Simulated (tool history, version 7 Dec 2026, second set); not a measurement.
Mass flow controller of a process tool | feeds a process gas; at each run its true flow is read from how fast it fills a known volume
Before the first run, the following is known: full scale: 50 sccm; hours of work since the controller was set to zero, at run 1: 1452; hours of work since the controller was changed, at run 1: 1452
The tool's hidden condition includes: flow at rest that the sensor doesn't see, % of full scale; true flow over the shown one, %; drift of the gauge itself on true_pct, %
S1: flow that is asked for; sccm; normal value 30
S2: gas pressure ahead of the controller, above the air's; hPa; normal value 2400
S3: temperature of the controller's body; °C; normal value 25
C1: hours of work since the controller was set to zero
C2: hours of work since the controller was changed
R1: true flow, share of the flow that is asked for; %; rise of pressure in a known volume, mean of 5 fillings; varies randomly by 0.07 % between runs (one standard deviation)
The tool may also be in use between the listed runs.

run,day,S1,S2,S3,C1,C2,R1
1,0,30,2400,25,1452,1452,99.64
2,3.658,30,2400,25,1517,1517,99.6
3,5.471,30,2400,25,1550,1550,99.63
4,8.996,30,2400,25,1613,1613,99.8
5,11.008,30,2400,25,1649,1649,99.84
6,13.933,30,2400,25,1702,1702,99.73
7,18,30,2400,25,1775,1775,99.93
8,20.946,30,1430,25,1828,1828,100.22
9,23.642,30,1430,25,1876,1876,100.34
10,26.433,30,1550,25,1926,1926,100.32
11,29.608,30,1550,25,1983,1983,100.4
12,31.775,30,2140,25,2022,2022,100.27
13,34.646,30,2140,25,2074,2074,100.18
14,37.942,30,2140,25,2133,2133,100.11
15,42.008,30,2140,25,2206,2206,100.4
16,44.029,30,2140,25,2242,2242,100.24
17,46.4,30,2140,25,2285,2285,100.31
18,50.358,30,2140,25,2356,2356,100.41
19,53.829,30,2140,25,2418,2418,100.44
20,57.7,30,2140,25,2487,2487,100.5
21,60.804,30,2140,25,2543,2543,100.54
22,62.904,30,2400,27,2581,2581,100.22
23,66.008,30,2400,27,2636,2636,100.32
24,68.225,30,2400,25,2676,2676,100.55
25,70.1,30,2440,32,2710,2710,99.86
26,72.938,14,2400,24,2761,2761,101.43
27,75.904,30,1790,32,2814,2814,100.19
28,77.688,30,1710,25,2846,2846,100.91
29,79.85,44,2660,22,2885,2885,101.07
30,81.917,11,1630,33,2922,2922,101.9
31,85.362,11,1630,33,2984,2984,102.02
32,87.542,11,1630,33,3023,3023,102.14
33,89.621,11,1630,33,3060,3060,101.97
34,93.146,8,1630,23,3123,3123,104.63
35,95.658,31,2400,21,3169,3169,101.28
36,98.529,8,1810,25,3220,3220,104.46
37,101.704,46,2010,27,3277,3277,101.21
38,103.617,46,2010,27,3311,3311,101.15
39,107.625,22,2180,25,3383,3383,101.42
40,110.383,30,1990,39,3433,3433,99.97
41,113.292,42,2400,33,3485,3485,100.41
42,115.188,42,2400,33,3519,3519,100.59
43,118.946,42,2400,33,3587,3587,100.48
44,122.742,9,1500,25,3655,3655,104.71
45,125.512,9,2480,38,3704,3704,103.53
46,128.35,18,2400,35,3755,3755,100.99
47,130.767,23,2620,26,3799,3799,101.45
48,133.525,23,2620,26,3848,3848,101.47

Below, some changes in R1 between adjacent runs. For each, the amount present without the hidden state too (settings, incoming material, random variation) and the amount remaining for the hidden state with gauge scatter not shared by both compared results:
Run 34 -> 35: S1 8 -> 31, S2 1630 -> 2400, S3 23 -> 21. R1 -3.35 %: hidden state -4.4, all else +1.05.
Run 35 -> 36: S1 31 -> 8, S2 2400 -> 1810, S3 21 -> 25. R1 +3.18 %: hidden state +4.61, all else -1.43.
Run 36 -> 37: S1 8 -> 46, S2 1810 -> 2010, S3 25 -> 27. R1 -3.25 %: hidden state -5.07, all else +1.82.
Run 43 -> 44: S1 42 -> 9, S2 2400 -> 1500, S3 33 -> 25. R1 +4.23 %: hidden state +4.91, all else -0.68.

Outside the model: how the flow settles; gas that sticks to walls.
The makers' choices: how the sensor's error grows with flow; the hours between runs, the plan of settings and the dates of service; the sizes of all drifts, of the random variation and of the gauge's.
